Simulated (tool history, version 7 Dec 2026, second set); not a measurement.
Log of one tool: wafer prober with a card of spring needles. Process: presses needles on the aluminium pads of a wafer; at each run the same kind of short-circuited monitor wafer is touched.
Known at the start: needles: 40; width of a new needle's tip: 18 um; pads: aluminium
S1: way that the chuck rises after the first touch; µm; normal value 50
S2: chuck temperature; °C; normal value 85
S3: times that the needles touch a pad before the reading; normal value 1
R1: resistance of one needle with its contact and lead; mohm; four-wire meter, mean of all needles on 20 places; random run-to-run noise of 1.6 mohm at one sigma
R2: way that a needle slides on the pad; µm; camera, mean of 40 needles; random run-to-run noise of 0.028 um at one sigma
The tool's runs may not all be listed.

run	hour	S1	S2	S3	R1	R2
1	0.0	50	85	1	305	8.67
# hour 6.9: tips cleaned on abrasive film
# hour 20.5: tips cleaned on abrasive film
# hour 34.1: tips cleaned on abrasive film
2	39.2	50	85	1	272	8.62
# hour 49.5: tips cleaned on abrasive film
# hour 66.4: tips cleaned on abrasive film
3	78.1	50	85	1	342	8.57
# hour 81.6: tips cleaned on abrasive film
# hour 95.2: tips cleaned on abrasive film
# hour 112.2: tips cleaned on abrasive film
# hour 129.2: tips cleaned on abrasive film
# hour 142.8: tips cleaned on abrasive film
# hour 159.8: tips cleaned on abrasive film
4	161.1	50	85	1	205	8.47
# hour 174.7: tips cleaned on abrasive film
# hour 191.7: tips cleaned on abrasive film
# hour 205.3: tips cleaned on abrasive film
5	208.8	52	85	1	238	8.78
# hour 219.0: tips cleaned on abrasive film
# hour 229.5: height of the first contact set anew
# hour 232.9: tips cleaned on abrasive film
# hour 246.6: tips cleaned on abrasive film
# hour 263.5: tips cleaned on abrasive film
# hour 277.2: tips cleaned on abrasive film
# hour 290.8: tips cleaned on abrasive film
6	302.1	66	85	1	257	11.47
# hour 305.5: tips cleaned on abrasive film
# hour 319.1: tips cleaned on abrasive film
# hour 332.8: tips cleaned on abrasive film
# hour 349.7: tips cleaned on abrasive film
# hour 363.3: tips cleaned on abrasive film
# hour 380.3: tips cleaned on abrasive film
7	390.6	66	85	1	264	11.39
# hour 394.1: tips cleaned on abrasive film
# hour 411.1: tips cleaned on abrasive film
# hour 424.7: tips cleaned on abrasive film
# hour 441.7: tips cleaned on abrasive film
8	447.7	66	85	1	242	11.33
# hour 458.0: tips cleaned on abrasive film
# hour 471.6: tips cleaned on abrasive film
# hour 485.2: tips cleaned on abrasive film
# hour 502.2: tips cleaned on abrasive film
# hour 519.2: tips cleaned on abrasive film
# hour 519.5: height of the first contact set anew
# hour 533.1: tips cleaned on abrasive film
9	536.1	66	85	1	192	11.55
# hour 549.7: tips cleaned on abrasive film
# hour 566.7: tips cleaned on abrasive film
# hour 580.3: tips cleaned on abrasive film
# hour 597.3: tips cleaned on abrasive film
# hour 614.2: tips cleaned on abrasive film
10	619.1	66	85	1	232	11.43
# hour 629.3: tips cleaned on abrasive film
# hour 643.0: tips cleaned on abrasive film
# hour 656.6: tips cleaned on abrasive film
# hour 670.2: tips cleaned on abrasive film
11	672.9	31	59	1	419	5.22
# hour 686.5: tips cleaned on abrasive film
# hour 700.1: tips cleaned on abrasive film
# hour 717.1: tips cleaned on abrasive film
# hour 730.7: tips cleaned on abrasive film
# hour 744.3: tips cleaned on abrasive film
# hour 758.5: tips cleaned on abrasive film
12	758.5	31	67	1	244	5.19
# hour 772.1: tips cleaned on abrasive film
# hour 785.7: tips cleaned on abrasive film
# hour 799.3: tips cleaned on abrasive film
13	804.2	59	76	1	252	10.01
# hour 807.9: height of the first contact set anew
# hour 814.8: tips cleaned on abrasive film
# hour 831.8: tips cleaned on abrasive film
# hour 845.4: tips cleaned on abrasive film
# hour 862.4: tips cleaned on abrasive film
# hour 876.0: tips cleaned on abrasive film
14	880.3	33	79	2	344	5.68
# hour 890.5: tips cleaned on abrasive film
# hour 904.1: tips cleaned on abrasive film
# hour 921.1: tips cleaned on abrasive film
15	921.7	40	94	2	191	6.87
# hour 935.3: tips cleaned on abrasive film
# hour 948.9: tips cleaned on abrasive film
# hour 965.9: tips cleaned on abrasive film
16	966.2	40	94	2	193	6.81

Alternative continuations, all from the tool just after run 16; predict every row:
# hour 979.8: tips cleaned on abrasive film
# hour 993.4: tips cleaned on abrasive film
# hour 1007.0: tips cleaned on abrasive film
A	1020.1	35	40	2	?	?
# hour 979.8: tips cleaned on abrasive film
# hour 993.4: tips cleaned on abrasive film
# hour 1007.0: tips cleaned on abrasive film
B	1020.1	46	100	2	?	?
# hour 979.8: tips cleaned on abrasive film
# hour 993.4: tips cleaned on abrasive film
# hour 1007.0: tips cleaned on abrasive film
C	1020.1	51	57	2	?	?
# hour 979.8: tips cleaned on abrasive film
# hour 993.4: tips cleaned on abrasive film
# hour 1007.0: tips cleaned on abrasive film
D	1020.1	42	85	3	?	?

run	R1	R2
A	475	5.92
B	324	7.78
C	293	8.68
D	279	7.09
Without the tool's unlogged condition, the same runs would have read:
run	R1	R2
A	151	6.18
B	154	8.04
C	145	8.94
D	151	7.35
